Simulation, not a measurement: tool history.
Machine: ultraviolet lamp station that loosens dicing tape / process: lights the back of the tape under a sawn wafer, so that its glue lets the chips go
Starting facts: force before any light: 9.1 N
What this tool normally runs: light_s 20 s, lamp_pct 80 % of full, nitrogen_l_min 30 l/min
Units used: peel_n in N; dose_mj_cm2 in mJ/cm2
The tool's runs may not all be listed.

| run | hour | light_s | lamp_pct | nitrogen_l_min | peel_n | dose_mj_cm2 |
|---|---|---|---|---|---|---|
| 1 | 0 | 20 | 80 | 30 | 0.312 | 304 |
| 2 | 44.4 | 20 | 80 | 30 | 0.317 | 302 |
| 3 | 93.5 | 20 | 80 | 30 | 0.303 | 303 |
| 4 | 147.2 | 20 | 96 | 30 | 0.234 | 362 |
| 5 | 198.8 | 13 | 96 | 30 | 0.492 | 233 |
| 6 | 242.7 | 13 | 96 | 30 | 0.483 | 239 |
| 7 | 286 | 13 | 96 | 30 | 0.469 | 243 |
|  | 303.8 | window cleaned of glue's vapour |
| 8 | 312 | 29 | 80 | 30 | 0.215 | 437 |
| 9 | 358.2 | 29 | 80 | 30 | 0.205 | 432 |
|  | 387.5 | lamp changed |
| 10 | 387.5 | 20 | 80 | 30 | 0.296 | 302 |
| 11 | 418.3 | 20 | 80 | 30 | 0.307 | 298 |
| 12 | 466.4 | 17 | 89 | 11 | 0.519 | 281 |
| 13 | 514.5 | 25 | 66 | 30 | 0.291 | 312 |
| 14 | 554 | 25 | 66 | 30 | 0.298 | 309 |
| 15 | 581.3 | 22 | 61 | 17 | 0.534 | 253 |
| 16 | 613.4 | 35 | 68 | 41 | 0.202 | 448 |
| 17 | 650.4 | 20 | 72 | 30 | 0.359 | 273 |
| 18 | 689.9 | 20 | 98 | 27 | 0.24 | 373 |
| 19 | 716.1 | 28 | 91 | 22 | 0.206 | 478 |

Each row is a separate what-if for the run after 19, all from the same tool condition, not one after another. Results?
| A | 746.6 | 13 | 63 | 20 | ? | ? |
| B | 746.6 | 11 | 89 | 49 | ? | ? |
| C | 746.6 | 28 | 91 | 16 | ? | ? |
| D | 746.6 | 20 | 88 | 30 | ? | ? |
| E | 746.6 | 20 | 99 | 45 | ? | ? |

| run | peel_n | dose_mj_cm2 |
|---|---|---|
| A | 1.336 | 156 |
| B | 0.679 | 189 |
| C | 0.206 | 487 |
| D | 0.262 | 336 |
| E | 0.21 | 381 |
What these runs would have given with no unlogged condition in the tool:
| run | peel_n | dose_mj_cm2 |
|---|---|---|
| A | 1.334 | 156 |
| B | 0.678 | 189 |
| C | 0.206 | 487 |
| D | 0.262 | 336 |
| E | 0.21 | 381 |
